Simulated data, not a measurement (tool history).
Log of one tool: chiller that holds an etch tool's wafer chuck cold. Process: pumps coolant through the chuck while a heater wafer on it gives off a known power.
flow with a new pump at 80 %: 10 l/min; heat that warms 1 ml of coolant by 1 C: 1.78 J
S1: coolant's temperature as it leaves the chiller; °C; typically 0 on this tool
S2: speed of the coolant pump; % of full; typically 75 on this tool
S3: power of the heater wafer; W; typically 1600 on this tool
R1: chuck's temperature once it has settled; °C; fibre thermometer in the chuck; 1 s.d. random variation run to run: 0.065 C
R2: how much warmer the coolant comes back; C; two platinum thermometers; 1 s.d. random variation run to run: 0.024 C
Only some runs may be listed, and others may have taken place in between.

run	day	S1	S2	S3	R1	R2
1	0	0	75	1600	13.29	5.84
2	1.108	0	75	1600	13.34	5.93
3	2.408	-9	75	1600	4.36	5.95
4	3.404	-9	75	1600	4.33	5.88
5	5.054	0	67	1600	14.47	6.68
6	6.129	0	67	1418	12.88	5.94
7	7.025	0	67	1418	12.74	5.89
8	8.896	0	67	1418	12.79	5.95
9	9.779	0	67	1418	12.82	5.9
10	11.558	0	67	1418	12.95	5.9
11	12.767	0	75	1600	13.41	5.89
12	13.958	0	75	1600	13.46	5.9
13	14.812	0	75	1600	13.46	5.94
14	16.162	0	75	1600	13.45	5.92
15	17.442	0	75	1600	13.43	5.96
# day 17.654: chiller's thermometer calibrated
# day 18.108: coolant changed, channels flushed
16	19.308	0	75	1600	12.5	5.92
17	20.967	0	84	904	6.37	2.97
18	22.7	0	96	919	5.99	2.65
19	24.321	-10	82	2021	4.77	6.9
20	25.488	0	84	1131	8.04	3.73
# day 25.808: chiller's thermometer calibrated, once more
21	26.654	5	96	1600	15.65	4.59
22	27.912	0	75	2055	16.13	7.68
23	29.079	0	75	2055	16.21	7.69
24	29.996	-1	75	1093	7.65	4.07
25	31.858	0	66	1919	16.61	8.16
26	32.954	0	66	1919	16.63	8.19
27	33.717	-2	69	1919	14.04	7.81

Forecast run 28:
28	34.521	0	74	1633	?	?

{"run 28": {"R1": 13.12, "R2": 6.16}}
Take away the tool's hidden state, keep the run-to-run variation as it was, and the same run would have given R1 12.8 °C, R2 5.95 C.
